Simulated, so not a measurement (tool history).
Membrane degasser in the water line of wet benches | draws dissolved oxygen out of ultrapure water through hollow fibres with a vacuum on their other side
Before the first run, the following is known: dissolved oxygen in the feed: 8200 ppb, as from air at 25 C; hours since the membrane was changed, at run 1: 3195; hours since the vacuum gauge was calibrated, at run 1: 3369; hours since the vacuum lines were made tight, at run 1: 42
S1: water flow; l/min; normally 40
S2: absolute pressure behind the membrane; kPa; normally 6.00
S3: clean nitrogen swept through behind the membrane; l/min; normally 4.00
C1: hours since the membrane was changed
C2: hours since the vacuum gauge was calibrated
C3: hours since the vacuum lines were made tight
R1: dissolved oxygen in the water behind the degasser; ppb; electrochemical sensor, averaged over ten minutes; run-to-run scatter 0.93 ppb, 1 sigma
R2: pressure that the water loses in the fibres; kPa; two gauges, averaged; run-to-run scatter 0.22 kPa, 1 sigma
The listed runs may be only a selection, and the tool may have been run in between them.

run 1 hour=0.0 | S1=40 S2=6.00 S3=4.00 | C1=3195 C2=3369 C3=42 | R1=87.2 R2=54.20
run 2 hour=75.8 | S1=40 S2=6.00 S3=4.00 | C1=3271 C2=3445 C3=118 | R1=89.2 R2=53.77
run 3 hour=163.6 | S1=40 S2=6.00 S3=4.00 | C1=3359 C2=3533 C3=205 | R1=87.7 R2=53.72
run 4 hour=264.3 | S1=40 S2=6.41 S3=4.00 | C1=3459 C2=3633 C3=306 | R1=98.1 R2=53.76
run 5 hour=364.1 | S1=40 S2=6.00 S3=4.00 | C1=3559 C2=3733 C3=406 | R1=85.8 R2=53.56
run 6 hour=499.9 | S1=27 S2=6.00 S3=4.00 | C1=3695 C2=3869 C3=542 | R1=50.8 R2=36.24
run 7 hour=661.3 | S1=27 S2=6.00 S3=4.00 | C1=3856 C2=4030 C3=703 | R1=50.1 R2=36.38
run 8 hour=813.4 | S1=27 S2=6.00 S3=4.00 | C1=4009 C2=4183 C3=855 | R1=50.8 R2=36.21
run 9 hour=953.1 | S1=27 S2=6.00 S3=4.00 | C1=4148 C2=4322 C3=995 | R1=50.4 R2=36.54
run 10 hour=1095.8 | S1=27 S2=6.00 S3=4.00 | C1=4291 C2=4465 C3=1138 | R1=50.5 R2=36.18
run 11 hour=1171.2 | S1=40 S2=6.00 S3=4.00 | C1=4366 C2=4540 C3=1213 | R1=88.7 R2=53.78
run 12 hour=1247.3 | S1=40 S2=6.00 S3=4.00 | C1=4442 C2=4616 C3=1289 | R1=85.2 R2=54.11
run 13 hour=1378.9 | S1=40 S2=6.00 S3=4.00 | C1=4574 C2=4748 C3=1421 | R1=86.6 R2=54.01
-- hour=1442.2 vacuum gauge calibrated
run 14 hour=1494.5 | S1=40 S2=6.00 S3=4.00 | C1=4689 C2=52 C3=1536 | R1=88.9 R2=53.87
run 15 hour=1623.6 | S1=40 S2=11.43 S3=4.00 | C1=4818 C2=181 C3=1665 | R1=208.7 R2=53.97
run 16 hour=1773.9 | S1=48 S2=6.00 S3=2.52 | C1=4969 C2=332 C3=1815 | R1=160.9 R2=64.47
run 17 hour=1889.3 | S1=48 S2=6.00 S3=2.52 | C1=5084 C2=447 C3=1931 | R1=156.8 R2=65.00
run 18 hour=2008.0 | S1=48 S2=6.00 S3=2.52 | C1=5203 C2=566 C3=2049 | R1=160.2 R2=64.76
run 19 hour=2114.0 | S1=48 S2=6.00 S3=2.52 | C1=5309 C2=672 C3=2155 | R1=160.1 R2=64.92
run 20 hour=2214.9 | S1=40 S2=7.65 S3=5.52 | C1=5409 C2=773 C3=2256 | R1=98.4 R2=53.89
run 21 hour=2365.2 | S1=24 S2=5.16 S3=4.96 | C1=5560 C2=923 C3=2407 | R1=26.2 R2=32.11

Run 22 is up next; what results do you expect?
run 22 hour=2523.2 | S1=26 S2=5.13 S3=1.70 | C1=5718 C2=1081 C3=2564 | R1=? R2=?

{"run 22": {"R1": 70.5, "R2": 35.31}}
If the tool had no hidden condition, the same run with the same run-to-run variation would have returned R1 70.5 ppb, R2 35.29 kPa.
